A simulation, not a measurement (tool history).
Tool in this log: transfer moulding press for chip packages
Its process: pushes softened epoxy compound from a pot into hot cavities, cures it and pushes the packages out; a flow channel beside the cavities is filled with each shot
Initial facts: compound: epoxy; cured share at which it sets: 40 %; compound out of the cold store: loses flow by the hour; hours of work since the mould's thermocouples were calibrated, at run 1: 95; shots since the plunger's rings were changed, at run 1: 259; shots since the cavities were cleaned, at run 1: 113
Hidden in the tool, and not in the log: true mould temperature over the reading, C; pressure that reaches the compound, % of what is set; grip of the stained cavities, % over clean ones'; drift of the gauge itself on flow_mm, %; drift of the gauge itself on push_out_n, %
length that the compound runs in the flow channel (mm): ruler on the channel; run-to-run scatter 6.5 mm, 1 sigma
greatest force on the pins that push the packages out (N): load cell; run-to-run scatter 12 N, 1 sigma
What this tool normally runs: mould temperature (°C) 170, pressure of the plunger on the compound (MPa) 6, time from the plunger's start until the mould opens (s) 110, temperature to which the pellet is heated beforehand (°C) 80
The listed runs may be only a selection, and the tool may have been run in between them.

run	hour	mould temperature (°C)	pressure of the plunger on the compound (MPa)	time from the plunger's start until the mould opens (s)	temperature to which the pellet is heated beforehand (°C)	hours of work since the mould's thermocouples were calibrated	shots since the plunger's rings were changed	shots since the cavities were cleaned	incoming compound's hours out of the cold store	length that the compound runs in the flow channel (mm)	greatest force on the pins that push the packages out (N)
1	0	170	6	110	80	95	259	113	46.2	686	655
2	44.9	170	6	110	80	114	578	432	21.4	730	861
# hour 69: cavities cleaned with cleaning compound and waxed
3	75.9	170	6	110	80	127	787	49	19.7	734	613
4	101.7	170	6	110	80	138	970	232	20.1	734	736
5	122.4	170	4.62	110	80	147	1117	379	39.1	609	786
6	146.8	170	4.62	92	80	158	1290	552	11.9	658	1315
# hour 155.4: cavities cleaned with cleaning compound and waxed
7	174.8	170	6	110	80	169	1478	137	28.8	702	692
8	202.3	170	6	110	80	181	1673	332	17.6	733	804
9	231.8	170	6	110	80	194	1883	542	30.7	692	792
# hour 242.6: cavities cleaned with cleaning compound and waxed
10	257.7	170	6	110	80	204	2056	107	44.2	664	615
11	282.8	170	6	110	80	215	2234	285	31.7	685	728
12	303.5	170	6	110	80	224	2381	432	36.7	681	781
# hour 326.7: cavities cleaned with cleaning compound and waxed
13	338.9	170	6	110	80	239	2621	86	33.2	682	608
14	358.9	170	6	110	80	247	2763	228	21.8	701	739
15	384	177	6	96	80	258	2941	406	14.2	709	724
# hour 410.8: cavities cleaned with cleaning compound and waxed
16	416.6	170	6	102	81	271	3162	41	16.3	714	693
17	438.8	170	6	102	81	281	3320	199	19.9	703	846
18	461.9	173	6	110	80	291	3484	363	11	716	673
# hour 494.4: cavities cleaned with cleaning compound and waxed
19	500.3	168	6.5	149	80	307	3745	41	22.7	735	447
20	529.1	175	7.19	90	77	319	3950	246	47.1	673	778
21	555.1	164	7.19	138	79	331	4135	431	11.4	810	811
# hour 580.1: cavities cleaned with cleaning compound and waxed
22	601.7	166	7.43	110	80	350	4454	153	28.3	747	865
23	631.6	174	5.31	109	80	363	4666	365	22.2	628	650
# hour 665.1: cavities cleaned with cleaning compound and waxed
24	673.1	174	5.31	109	80	380	4950	56	27.3	611	528
25	703.9	167	5.5	109	89	393	5169	275	21.4	655	914
26	745.7	170	6	110	82	411	5465	571	46.4	610	812
# hour 749.9: cavities cleaned with cleaning compound and waxed
27	785.8	173	6.06	110	80	428	5739	255	30.1	638	635

Forecast each of these 3 alternatives for the next run:
A	808.5	175	6.06	109	83	438	5900	416	46.6	?	?
B	808.5	173	5.55	110	81	438	5900	416	15.1	?	?
C	808.5	167	6.2	110	79	438	5900	416	21.9	?	?

run	length that the compound runs in the flow channel (mm)	greatest force on the pins that push the packages out (N)
A	594	636
B	636	698
C	668	971
What these runs would have given with no unlogged condition in the tool:
run	length that the compound runs in the flow channel (mm)	greatest force on the pins that push the packages out (N)
A	677	429
B	725	476
C	762	677
